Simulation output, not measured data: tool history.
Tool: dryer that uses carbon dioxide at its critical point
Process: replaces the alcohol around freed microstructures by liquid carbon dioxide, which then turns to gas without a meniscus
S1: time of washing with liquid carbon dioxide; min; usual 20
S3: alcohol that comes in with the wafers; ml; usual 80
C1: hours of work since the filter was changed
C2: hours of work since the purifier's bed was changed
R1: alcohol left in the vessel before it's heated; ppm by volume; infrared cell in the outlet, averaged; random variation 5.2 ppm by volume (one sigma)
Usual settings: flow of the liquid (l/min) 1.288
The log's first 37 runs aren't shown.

Run 38, hour 1976.4: usual settings but S1 14 min, flow of the liquid (l/min) 1.750, S3 48 ml; C1 91; C2 201. Result: R1 182 ppm by volume.
Run 39, hour 2035.8: usual settings but S1 15 min, flow of the liquid (l/min) 1.750, S3 48 ml; C1 128; C2 239. Result: R1 177 ppm by volume.
Run 40, hour 2098.5: usual settings but S1 15 min, flow of the liquid (l/min) 1.750, S3 48 ml; C1 168; C2 278. Result: R1 194 ppm by volume.
Run 41, hour 2131.2: usual settings but S1 19 min, flow of the liquid (l/min) 1.390, S3 96 ml; C1 188; C2 299. Result: R1 280 ppm by volume.
Run 42, hour 2179.5: usual settings but S1 19 min, flow of the liquid (l/min) 1.390, S3 96 ml; C1 218; C2 329. Result: R1 294 ppm by volume.
Run 43, hour 2232.1: usual settings but S1 19 min, flow of the liquid (l/min) 1.390, S3 96 ml; C1 251; C2 362. Result: R1 315 ppm by volume.
Run 44, hour 2269.7: usual settings but S1 26 min, flow of the liquid (l/min) 1.620, S3 54 ml; C1 275; C2 385. Result: R1 187 ppm by volume.
Run 45, hour 2303.9: usual settings but S1 16 min, flow of the liquid (l/min) 2.180, S3 54 ml; C1 297; C2 407. Result: R1 217 ppm by volume.
Run 46, hour 2365.7: usual settings but S1 16 min, flow of the liquid (l/min) 2.180, S3 54 ml; C1 335; C2 446. Result: R1 233 ppm by volume.

4 ways to go on from here, each from the tool as it stands after run 46. What would each give?
At hour 2404.2: inlet filter changed.
Run A, hour 2420.7: usual settings but flow of the liquid (l/min) 1.570, S3 43 ml; C1 10; C2 480. Result: R1 ?.
At hour 2404.2: inlet filter changed.
Run B, hour 2420.7: usual settings but flow of the liquid (l/min) 1.500; C1 10; C2 480. Result: R1 ?.
At hour 2404.2: inlet filter changed.
Run C, hour 2420.7: usual settings but flow of the liquid (l/min) 0.840; C1 10; C2 480. Result: R1 ?.
At hour 2404.2: inlet filter changed.
Run D, hour 2420.7: usual settings but S1 16 min, flow of the liquid (l/min) 2.180, S3 107 ml; C1 10; C2 480. Result: R1 ?.

run   R1
  A  244
  B  273
  C  905
  D  243
Without the tool's hidden state the same runs would have given:
run   R1
  A   11
  B   43
  C  664
  D   16
